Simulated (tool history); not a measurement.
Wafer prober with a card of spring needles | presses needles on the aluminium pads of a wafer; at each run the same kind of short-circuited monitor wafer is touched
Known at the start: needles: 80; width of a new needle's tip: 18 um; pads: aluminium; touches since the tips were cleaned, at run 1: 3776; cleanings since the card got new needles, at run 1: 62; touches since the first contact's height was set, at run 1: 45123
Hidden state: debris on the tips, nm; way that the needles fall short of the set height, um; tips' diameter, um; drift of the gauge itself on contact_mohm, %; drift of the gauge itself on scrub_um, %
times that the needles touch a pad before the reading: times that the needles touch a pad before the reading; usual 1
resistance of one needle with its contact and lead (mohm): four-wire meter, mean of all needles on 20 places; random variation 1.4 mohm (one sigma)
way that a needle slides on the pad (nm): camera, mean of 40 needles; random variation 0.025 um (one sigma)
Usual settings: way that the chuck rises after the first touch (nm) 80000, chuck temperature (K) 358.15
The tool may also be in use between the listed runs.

| run | hour | way that the chuck rises after the first touch (nm) | chuck temperature (K) | times that the needles touch a pad before the reading | touches since the tips were cleaned | cleanings since the card got new needles | touches since the first contact's height was set | resistance of one needle with its contact and lead (mohm) | way that a needle slides on the pad (nm) |
|---|---|---|---|---|---|---|---|---|---|
| 1 | 0.0 | 80000 | 358.15 | 1 | 3776 | 62 | 45123 | 235 | 15430 |
|  | 5.7 | tips cleaned on abrasive film |
| 2 | 15.8 | 80000 | 358.15 | 1 | 3319 | 63 | 50283 | 228 | 15420 |
|  | 22.6 | tips cleaned on abrasive film |
|  | 37.5 | tips cleaned on abrasive film |
| 3 | 41.8 | 80000 | 358.15 | 1 | 1391 | 65 | 58755 | 190 | 15390 |
|  | 54.5 | tips cleaned on abrasive film |
| 4 | 57.4 | 73000 | 358.15 | 1 | 960 | 66 | 63856 | 188 | 14010 |
|  | 70.9 | tips cleaned on abrasive film |
| 5 | 85.7 | 73000 | 358.15 | 1 | 4854 | 67 | 73132 | 269 | 14040 |
|  | 87.4 | tips cleaned on abrasive film |
| 6 | 100.4 | 73000 | 358.15 | 1 | 4274 | 68 | 77939 | 258 | 13970 |
|  | 103.0 | tips cleaned on abrasive film |
|  | 118.2 | tips cleaned on abrasive film |
| 7 | 124.3 | 80000 | 358.15 | 1 | 2010 | 70 | 85718 | 202 | 15320 |
|  | 134.2 | tips cleaned on abrasive film |
|  | 149.7 | tips cleaned on abrasive film |
| 8 | 149.7 | 80000 | 302.15 | 1 | 0 | 72 | 94015 | 117 | 15270 |
|  | 165.0 | tips cleaned on abrasive film |
| 9 | 167.1 | 62000 | 358.15 | 2 | 696 | 73 | 99704 | 170 | 11750 |
|  | 180.9 | tips cleaned on abrasive film |
| 10 | 183.9 | 97000 | 358.15 | 2 | 998 | 74 | 105175 | 140 | 18550 |
| 11 | 195.3 | 97000 | 358.15 | 2 | 4761 | 74 | 108938 | 166 | 18560 |
|  | 197.5 | tips cleaned on abrasive film |
| 12 | 210.6 | 85000 | 368.15 | 1 | 4333 | 75 | 113933 | 225 | 16230 |
|  | 213.1 | tips cleaned on abrasive film |
|  | 228.8 | tips cleaned on abrasive film |
| 13 | 228.8 | 85000 | 368.15 | 1 | 0 | 77 | 119842 | 123 | 16180 |
| 14 | 242.6 | 68000 | 358.15 | 1 | 4537 | 77 | 124379 | 293 | 12870 |
|  | 244.0 | tips cleaned on abrasive film |
| 15 | 256.0 | 68000 | 358.15 | 1 | 3922 | 78 | 128737 | 286 | 12880 |

4 ways to go on from here, each from the tool as it stands after run 15. What would each give?
|  | 259.4 | tips cleaned on abrasive film |
| A | 268.7 | 76000 | 300.15 | 1 | 3050 | 79 | 132890 | ? | ? |
|  | 259.4 | tips cleaned on abrasive film |
| B | 268.7 | 86000 | 358.15 | 1 | 3050 | 79 | 132890 | ? | ? |
|  | 259.4 | tips cleaned on abrasive film |
| C | 268.7 | 87000 | 318.15 | 2 | 3050 | 79 | 132890 | ? | ? |
|  | 259.4 | tips cleaned on abrasive film |
| D | 268.7 | 83000 | 315.15 | 2 | 3050 | 79 | 132890 | ? | ? |

| run | resistance of one needle with its contact and lead (mohm) | way that a needle slides on the pad (nm) |
|---|---|---|
| A | 240 | 14400 |
| B | 212 | 16370 |
| C | 173 | 16550 |
| D | 178 | 15780 |
Without the tool's hidden state the same runs would have given:
| run | resistance of one needle with its contact and lead (mohm) | way that a needle slides on the pad (nm) |
|---|---|---|
| A | 107 | 14800 |
| B | 114 | 16770 |
| C | 110 | 16940 |
| D | 109 | 16170 |

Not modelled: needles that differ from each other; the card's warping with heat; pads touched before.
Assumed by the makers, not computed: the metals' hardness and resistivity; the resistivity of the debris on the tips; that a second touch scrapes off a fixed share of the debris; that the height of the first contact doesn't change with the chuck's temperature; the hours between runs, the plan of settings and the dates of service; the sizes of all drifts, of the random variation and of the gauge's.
